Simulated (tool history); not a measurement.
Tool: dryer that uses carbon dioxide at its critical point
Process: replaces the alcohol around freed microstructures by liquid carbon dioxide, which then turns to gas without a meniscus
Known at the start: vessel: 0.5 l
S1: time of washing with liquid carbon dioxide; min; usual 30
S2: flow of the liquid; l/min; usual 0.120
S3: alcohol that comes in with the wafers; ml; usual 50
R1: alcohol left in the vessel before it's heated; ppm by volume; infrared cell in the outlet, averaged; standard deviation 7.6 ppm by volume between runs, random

run   hour  S1     S2   S3     R1
  1    0.0  30  0.120   50    676
  2   16.3  30  0.120   50    702
  3   27.2  30  0.120   50    728
  4   45.9  30  0.120   50    774
  5   54.2  30  0.120   50    759
  6   66.0  30  0.120   50    810
  7   85.3  19  0.120   50   4713
  8  100.2  27  0.120   50   1375
  9  117.7  27  0.120   50   1447
 10  131.4  30  0.102   92   3485
     145.3  -- inlet filter changed
 11  147.6  30  0.128   34    231
 12  162.4  37  0.151   50     73
 13  178.4  35  0.120   50    226
 14  196.2  28  0.154   39    177
 15  210.8  31  0.119  118    987
 16  228.7  19  0.081   65  12954

Branching from run 16: 3 alternative next runs. What would each branch give?
  A  247.4  30  0.184  41   ?
  B  247.4  34  0.119  46   ?
  C  247.4  25  0.168  32   ?

run   R1
  A   99
  B  310
  C  191
With no hidden state in the tool, these same runs would have given:
run   R1
  A   33
  B  187
  C   96

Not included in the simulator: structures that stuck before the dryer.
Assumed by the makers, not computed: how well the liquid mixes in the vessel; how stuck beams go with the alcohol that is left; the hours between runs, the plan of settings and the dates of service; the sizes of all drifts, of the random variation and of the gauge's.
